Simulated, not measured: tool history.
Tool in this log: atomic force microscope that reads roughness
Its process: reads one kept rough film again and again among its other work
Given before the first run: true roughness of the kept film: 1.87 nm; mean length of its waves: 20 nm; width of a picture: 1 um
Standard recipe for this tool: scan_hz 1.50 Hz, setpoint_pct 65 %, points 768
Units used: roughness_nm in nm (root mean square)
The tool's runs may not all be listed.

run,hour,scan_hz,setpoint_pct,points,roughness_nm
1,0.0,1.50,65,768,1.551
2,29.6,1.50,65,768,1.402
# hour 34.3: new tip fitted
# hour 73.6: new tip fitted
3,73.9,1.50,65,768,1.560
4,103.5,1.50,65,768,1.408
# hour 111.2: new tip fitted
5,136.2,1.50,65,768,1.443
# hour 149.3: new tip fitted
6,180.4,1.50,65,768,1.429
# hour 188.8: new tip fitted
7,211.7,1.50,65,768,1.446
# hour 226.5: new tip fitted
8,240.3,1.50,65,768,1.486
# hour 267.0: new tip fitted
9,288.4,1.50,65,768,1.454
# hour 305.9: new tip fitted
10,318.1,1.50,65,768,1.515
11,340.6,1.50,65,768,1.394
# hour 345.4: new tip fitted
12,360.5,1.50,65,768,1.478
# hour 385.4: new tip fitted
13,405.3,1.50,65,768,1.468
# hour 424.0: new tip fitted
14,435.4,0.99,65,598,1.527
# hour 464.2: new tip fitted
15,477.0,0.99,65,598,1.536
# hour 503.0: new tip fitted
16,523.7,1.50,73,284,1.385
# hour 540.7: new tip fitted
17,563.9,1.50,72,1023,1.433
# hour 581.1: new tip fitted
18,610.2,1.50,72,1023,1.402
# hour 619.8: new tip fitted
19,648.1,2.31,72,583,1.326
# hour 658.4: new tip fitted
20,687.9,2.31,72,583,1.339
# hour 697.7: new tip fitted
21,727.4,2.31,72,583,1.330
# hour 736.9: new tip fitted
22,754.4,2.24,75,916,1.375
# hour 775.9: new tip fitted
23,800.3,2.71,75,916,1.320
# hour 815.2: new tip fitted
24,843.9,2.71,75,916,1.290
# hour 854.2: new tip fitted
25,882.3,2.71,75,639,1.288
# hour 893.6: new tip fitted
26,920.2,2.71,75,639,1.293

Hidden state or all else? Some run-to-run changes of roughness_nm, split into what the settings, what came in and random variation would give without the hidden state, and what is left for the hidden state (with any gauge scatter that isn't in both results):
Hidden state at play: radius of the tip, nm; height scale over the true one, %; drift of the gauge itself on roughness_nm, %.
Run 2 -> 3: new tip fitted, new tip fitted. roughness_nm +0.158 nm (root mean square): hidden state +0.155, all else +0.003.
Run 3 -> 4: nothing adjusted, nothing logged. roughness_nm -0.152 nm (root mean square): hidden state -0.150, all else -0.002.
